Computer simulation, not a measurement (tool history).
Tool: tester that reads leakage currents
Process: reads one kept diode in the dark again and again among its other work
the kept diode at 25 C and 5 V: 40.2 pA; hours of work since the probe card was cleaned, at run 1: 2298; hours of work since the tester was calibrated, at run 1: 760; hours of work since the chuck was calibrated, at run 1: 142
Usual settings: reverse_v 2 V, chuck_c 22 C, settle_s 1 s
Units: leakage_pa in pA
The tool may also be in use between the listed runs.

run	hour	reverse_v	chuck_c	settle_s	hours of work since the probe card was cleaned	hours of work since the tester was calibrated	hours of work since the chuck was calibrated	leakage_pa
1	0	2	22	1	2298	760	142	28.09
2	26.3	2	22	1	2317	779	161	28.16
3	64.5	2	60	1	2344	806	188	324.75
4	105.2	2	22	1	2372	835	216	28.03
5	130.3	2	22	1	2390	852	234	28.18
6	168.4	2	20	1	2417	879	261	24.84
7	208.4	5.02	20	1	2445	907	289	38.62
8	237.3	2	22	1	2466	928	309	28.18
9	271.2	1.22	22	1	2490	952	333	22.8
10	294.5	2	35	1	2506	968	350	66.54
11	320.4	2	22	1	2524	986	368	28.26
12	352.3	2	22	1	2547	1009	391	28.14
13	381.4	2	22	1	2567	1030	411	28.24
14	428.3	2	22	1	2600	1063	444	28.18
15	464.3	2	22	1	2626	1088	470	28.12
16	517.8	2	22	1	2664	1126	507	28.12
17	542.5	2	22	3.34	2681	1143	525	27.62
# hour 549.3: tester calibrated
18	572.1	2	22	3.34	2701	16	544	27.64
19	618.6	2	32	1	2733	49	577	54.08
20	650	2	32	1	2755	71	599	53.93
# hour 672.4: tester calibrated, once more
21	689.7	5.69	39	1	2782	12	626	125.16
22	736.7	1.67	21	1	2815	45	659	24.28
23	785.9	4.09	22	1.33	2850	80	694	38.68
24	820.6	2	34	0.69	2874	105	718	61.01
25	865.4	2	34	0.69	2906	136	750	61.16
26	909.7	16.02	42	3.81	2937	167	781	225.25
27	953.5	2	23	1	2968	198	812	29.74
28	1000.8	1.68	22	0.71	3002	232	845	26.09
29	1040.7	2	56	1.26	3030	260	873	245.94
# hour 1057.4: probe card cleaned and baked
30	1084.4	5.28	56	0.41	19	289	902	332.8
31	1129.3	5.49	20	0.7	51	320	934	29.77
32	1169.6	5.49	20	0.7	79	349	962	29.85
33	1205.8	19.53	22	0.55	105	374	988	61.15
34	1250.3	19.53	22	0.55	136	406	1019	61.81
35	1272.7	9.28	45	4.13	152	421	1035	193.11
36	1299.8	1.35	32	7.11	171	441	1054	42.15

Forecast each of these 4 alternatives for the next run:
A	1352.2	1.35	32	4.8	208	477	1091	?
B	1352.2	5.37	44	0.45	208	477	1091	?
C	1352.2	16.01	26	0.31	208	477	1091	?
D	1352.2	10.56	32	0.54	208	477	1091	?

run	leakage_pa
A	42.28
B	154.08
C	80.78
D	88.8
Without the tool's hidden state the same runs would have given:
run	leakage_pa
A	44.96
B	162.7
C	82.29
D	92.56
